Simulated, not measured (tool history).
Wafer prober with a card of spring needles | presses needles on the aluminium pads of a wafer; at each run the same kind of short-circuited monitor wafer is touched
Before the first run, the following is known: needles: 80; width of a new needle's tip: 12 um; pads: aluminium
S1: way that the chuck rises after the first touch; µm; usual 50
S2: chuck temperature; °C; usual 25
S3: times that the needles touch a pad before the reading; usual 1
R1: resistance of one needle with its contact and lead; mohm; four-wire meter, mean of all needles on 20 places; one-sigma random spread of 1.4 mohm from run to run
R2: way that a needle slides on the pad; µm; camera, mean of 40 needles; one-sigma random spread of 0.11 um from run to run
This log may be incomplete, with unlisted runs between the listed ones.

| run | hour | S1 | S2 | S3 | R1 | R2 |
|---|---|---|---|---|---|---|
| 1 | 0.0 | 50 | 25 | 1 | 146 | 5.69 |
|  | 0.8 | tips cleaned on abrasive film |
|  | 6.9 | tips cleaned on abrasive film |
|  | 13.1 | tips cleaned on abrasive film |
| 2 | 17.1 | 68 | 25 | 1 | 131 | 7.67 |
|  | 19.9 | tips cleaned on abrasive film |
|  | 26.8 | tips cleaned on abrasive film |
| 3 | 27.5 | 68 | 25 | 1 | 120 | 7.35 |
|  | 33.3 | tips cleaned on abrasive film |
| 4 | 35.5 | 68 | 25 | 1 | 124 | 7.49 |
|  | 39.9 | tips cleaned on abrasive film |
|  | 46.5 | tips cleaned on abrasive film |
| 5 | 47.0 | 50 | 83 | 1 | 130 | 5.27 |
|  | 52.5 | tips cleaned on abrasive film |
|  | 59.3 | tips cleaned on abrasive film |
| 6 | 60.0 | 50 | 83 | 1 | 131 | 5.15 |
|  | 65.4 | tips cleaned on abrasive film |
| 7 | 67.5 | 50 | 83 | 2 | 136 | 5.21 |
|  | 71.0 | tips cleaned on abrasive film |
|  | 77.8 | tips cleaned on abrasive film |
|  | 84.1 | tips cleaned on abrasive film |
| 8 | 85.9 | 50 | 25 | 1 | 135 | 5.31 |
|  | 90.6 | tips cleaned on abrasive film |
|  | 96.7 | tips cleaned on abrasive film |
|  | 103.1 | tips cleaned on abrasive film |
| 9 | 103.6 | 50 | 25 | 1 | 127 | 5.17 |
|  | 106.9 | tips cleaned on abrasive film, once more |
|  | 112.8 | tips cleaned on abrasive film |
|  | 118.6 | tips cleaned on abrasive film |
| 10 | 121.2 | 50 | 25 | 1 | 137 | 5.22 |
|  | 125.4 | tips cleaned on abrasive film |
|  | 131.5 | tips cleaned on abrasive film |
| 11 | 133.3 | 50 | 26 | 1 | 134 | 5.26 |
|  | 138.3 | tips cleaned on abrasive film |
| 12 | 141.2 | 50 | 25 | 1 | 141 | 5.10 |
|  | 144.3 | tips cleaned on abrasive film |
|  | 150.2 | tips cleaned on abrasive film |
| 13 | 154.4 | 44 | 25 | 1 | 156 | 4.53 |
|  | 156.1 | tips cleaned on abrasive film |
|  | 162.2 | tips cleaned on abrasive film |
| 14 | 163.3 | 44 | 25 | 1 | 132 | 4.46 |
|  | 168.7 | tips cleaned on abrasive film |
|  | 175.0 | tips cleaned on abrasive film |
|  | 181.3 | tips cleaned on abrasive film |
| 15 | 181.8 | 44 | 25 | 1 | 128 | 4.50 |
|  | 187.0 | tips cleaned on abrasive film |
| 16 | 190.5 | 66 | 36 | 3 | 122 | 6.95 |
|  | 192.8 | tips cleaned on abrasive film |
|  | 198.3 | tips cleaned on abrasive film |
| 17 | 198.3 | 57 | 38 | 2 | 120 | 6.06 |
|  | 204.5 | tips cleaned on abrasive film |
| 18 | 208.6 | 56 | 87 | 3 | 133 | 5.59 |
|  | 210.8 | tips cleaned on abrasive film |
|  | 216.5 | tips cleaned on abrasive film |
| 19 | 217.6 | 51 | 70 | 3 | 125 | 5.12 |
|  | 223.2 | tips cleaned on abrasive film |
| 20 | 225.5 | 51 | 70 | 3 | 129 | 5.26 |
|  | 229.1 | tips cleaned on abrasive film |
| 21 | 233.2 | 59 | 95 | 1 | 147 | 6.23 |
|  | 235.9 | tips cleaned on abrasive film |
|  | 241.6 | tips cleaned on abrasive film |
| 22 | 246.0 | 30 | 43 | 3 | 163 | 2.65 |
|  | 248.0 | tips cleaned on abrasive film |
|  | 253.9 | tips cleaned on abrasive film |
| 23 | 257.5 | 33 | 30 | 1 | 193 | 3.05 |
|  | 260.3 | tips cleaned on abrasive film |
|  | 266.2 | tips cleaned on abrasive film |
|  | 272.0 | tips cleaned on abrasive film |
| 24 | 272.0 | 41 | 27 | 1 | 128 | 3.95 |
|  | 277.6 | tips cleaned on abrasive film |
|  | 284.0 | tips cleaned on abrasive film |
| 25 | 286.7 | 50 | 25 | 2 | 134 | 4.91 |
|  | 290.1 | tips cleaned on abrasive film |
|  | 297.0 | tips cleaned on abrasive film |
|  | 303.0 | tips cleaned on abrasive film |
| 26 | 304.9 | 50 | 25 | 2 | 128 | 4.97 |
|  | 308.9 | tips cleaned on abrasive film |
|  | 315.3 | tips cleaned on abrasive film |
| 27 | 318.1 | 33 | 86 | 1 | 190 | 2.90 |
|  | 320.8 | tips cleaned on abrasive film |
|  | 326.9 | tips cleaned on abrasive film |
|  | 333.2 | tips cleaned on abrasive film |
| 28 | 334.7 | 33 | 86 | 1 | 172 | 2.88 |
|  | 339.4 | tips cleaned on abrasive film |
|  | 345.6 | tips cleaned on abrasive film |
| 29 | 348.9 | 49 | 33 | 1 | 152 | 4.98 |

Below are 5 alternative next runs, each starting from the tool's condition after run 29. Predict each:
|  | 351.6 | tips cleaned on abrasive film |
|  | 358.3 | tips cleaned on abrasive film |
| A | 361.8 | 35 | 25 | 2 | ? | ? |
|  | 351.6 | tips cleaned on abrasive film |
|  | 358.3 | tips cleaned on abrasive film |
| B | 361.8 | 40 | 31 | 1 | ? | ? |
|  | 351.6 | tips cleaned on abrasive film |
|  | 358.3 | tips cleaned on abrasive film |
| C | 361.8 | 40 | 113 | 2 | ? | ? |
|  | 351.6 | tips cleaned on abrasive film |
|  | 358.3 | tips cleaned on abrasive film |
| D | 361.8 | 50 | 32 | 1 | ? | ? |
|  | 351.6 | tips cleaned on abrasive film |
|  | 358.3 | tips cleaned on abrasive film |
| E | 361.8 | 37 | 51 | 2 | ? | ? |

| run | R1 | R2 |
|---|---|---|
| A | 167 | 3.09 |
| B | 171 | 3.62 |
| C | 160 | 3.59 |
| D | 150 | 5.00 |
| E | 161 | 3.33 |
The same runs, with their run-to-run variation unchanged, on a tool lacking any hidden condition would have given:
| run | R1 | R2 |
|---|---|---|
| A | 120 | 4.19 |
| B | 117 | 4.70 |
| C | 128 | 4.68 |
| D | 117 | 6.09 |
| E | 121 | 4.43 |
